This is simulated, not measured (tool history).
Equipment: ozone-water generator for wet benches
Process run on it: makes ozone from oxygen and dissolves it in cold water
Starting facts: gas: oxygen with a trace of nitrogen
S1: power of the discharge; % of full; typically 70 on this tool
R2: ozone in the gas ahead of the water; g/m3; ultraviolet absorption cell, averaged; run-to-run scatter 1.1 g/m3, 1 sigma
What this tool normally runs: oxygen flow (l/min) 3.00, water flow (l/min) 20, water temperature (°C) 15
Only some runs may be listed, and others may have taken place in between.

run 1 hour=0.0 | S1=70 oxygen_flow_(l/min)=3.00 water_flow_(l/min)=20 water_temperature_(°C)=15 | dissolved_ozone_(ppm)=15.4 R2=189.7
run 2 hour=31.9 | S1=70 oxygen_flow_(l/min)=3.00 water_flow_(l/min)=20 water_temperature_(°C)=15 | dissolved_ozone_(ppm)=15.2 R2=191.5
run 3 hour=52.5 | S1=70 oxygen_flow_(l/min)=3.00 water_flow_(l/min)=20 water_temperature_(°C)=15 | dissolved_ozone_(ppm)=15.1 R2=191.1
run 4 hour=81.1 | S1=70 oxygen_flow_(l/min)=3.00 water_flow_(l/min)=20 water_temperature_(°C)=15 | dissolved_ozone_(ppm)=15.5 R2=190.3
run 5 hour=106.3 | S1=70 oxygen_flow_(l/min)=3.00 water_flow_(l/min)=20 water_temperature_(°C)=15 | dissolved_ozone_(ppm)=15.3 R2=190.8
run 6 hour=138.8 | S1=70 oxygen_flow_(l/min)=3.00 water_flow_(l/min)=20 water_temperature_(°C)=15 | dissolved_ozone_(ppm)=15.3 R2=191.5
run 7 hour=188.6 | S1=70 oxygen_flow_(l/min)=3.00 water_flow_(l/min)=20 water_temperature_(°C)=15 | dissolved_ozone_(ppm)=15.4 R2=192.1
run 8 hour=235.8 | S1=70 oxygen_flow_(l/min)=3.00 water_flow_(l/min)=20 water_temperature_(°C)=15 | dissolved_ozone_(ppm)=15.6 R2=191.5
run 9 hour=283.6 | S1=45 oxygen_flow_(l/min)=3.00 water_flow_(l/min)=20 water_temperature_(°C)=15 | dissolved_ozone_(ppm)=10.2 R2=126.8
run 10 hour=312.5 | S1=45 oxygen_flow_(l/min)=3.00 water_flow_(l/min)=20 water_temperature_(°C)=15 | dissolved_ozone_(ppm)=10.1 R2=127.2
run 11 hour=353.4 | S1=70 oxygen_flow_(l/min)=1.62 water_flow_(l/min)=20 water_temperature_(°C)=15 | dissolved_ozone_(ppm)=11.7 R2=237.6
run 12 hour=399.3 | S1=70 oxygen_flow_(l/min)=3.00 water_flow_(l/min)=18 water_temperature_(°C)=15 | dissolved_ozone_(ppm)=17.3 R2=190.4
run 13 hour=448.9 | S1=70 oxygen_flow_(l/min)=3.00 water_flow_(l/min)=18 water_temperature_(°C)=15 | dissolved_ozone_(ppm)=17.1 R2=191.3
run 14 hour=497.4 | S1=70 oxygen_flow_(l/min)=2.04 water_flow_(l/min)=20 water_temperature_(°C)=14 | dissolved_ozone_(ppm)=13.2 R2=218.5
run 15 hour=527.6 | S1=52 oxygen_flow_(l/min)=3.00 water_flow_(l/min)=20 water_temperature_(°C)=15 | dissolved_ozone_(ppm)=11.9 R2=143.1
run 16 hour=576.8 | S1=52 oxygen_flow_(l/min)=3.00 water_flow_(l/min)=20 water_temperature_(°C)=15 | dissolved_ozone_(ppm)=11.6 R2=146.1
run 17 hour=622.9 | S1=52 oxygen_flow_(l/min)=3.00 water_flow_(l/min)=20 water_temperature_(°C)=15 | dissolved_ozone_(ppm)=11.8 R2=145.5
run 18 hour=645.5 | S1=70 oxygen_flow_(l/min)=2.83 water_flow_(l/min)=20 water_temperature_(°C)=11 | dissolved_ozone_(ppm)=15.7 R2=196.5
run 19 hour=666.0 | S1=70 oxygen_flow_(l/min)=2.06 water_flow_(l/min)=14 water_temperature_(°C)=15 | dissolved_ozone_(ppm)=19.1 R2=219.5
run 20 hour=704.6 | S1=70 oxygen_flow_(l/min)=2.06 water_flow_(l/min)=14 water_temperature_(°C)=15 | dissolved_ozone_(ppm)=19.0 R2=220.5
run 21 hour=737.0 | S1=70 oxygen_flow_(l/min)=2.01 water_flow_(l/min)=23 water_temperature_(°C)=15 | dissolved_ozone_(ppm)=11.3 R2=221.5
run 22 hour=780.4 | S1=54 oxygen_flow_(l/min)=5.18 water_flow_(l/min)=21 water_temperature_(°C)=15 | dissolved_ozone_(ppm)=13.6 R2=125.9
run 23 hour=829.8 | S1=54 oxygen_flow_(l/min)=5.18 water_flow_(l/min)=21 water_temperature_(°C)=15 | dissolved_ozone_(ppm)=13.5 R2=126.5
run 24 hour=863.0 | S1=69 oxygen_flow_(l/min)=5.18 water_flow_(l/min)=21 water_temperature_(°C)=23 | dissolved_ozone_(ppm)=15.2 R2=159.3
run 25 hour=896.0 | S1=69 oxygen_flow_(l/min)=5.18 water_flow_(l/min)=21 water_temperature_(°C)=23 | dissolved_ozone_(ppm)=15.7 R2=158.6

Some steps in R2, run to run, broken into two amounts with sign: the step expected even without the hidden condition (settings, incoming material, random variation), and the rest, left for the hidden condition together with whatever gauge scatter is not in both the measured and the hidden-condition-free result:
The hidden state here: yield of the discharge, % of new electrodes'; contactor's efficiency, % of a clean one's; true water temperature over the reading, C; drift of the gauge itself on ozone_ppm, %; drift of the gauge itself on gas_g_m3, %.
Run 10 -> 11: S1 45 -> 70, oxygen flow (l/min) 3.00 -> 1.62. R2 +110.4 g/m3: hidden state +0.8, all else +109.6.
Run 21 -> 22: S1 70 -> 54, oxygen flow (l/min) 2.01 -> 5.18, water flow (l/min) 23 -> 21. R2 -95.6 g/m3: hidden state -1.2, all else -94.4.
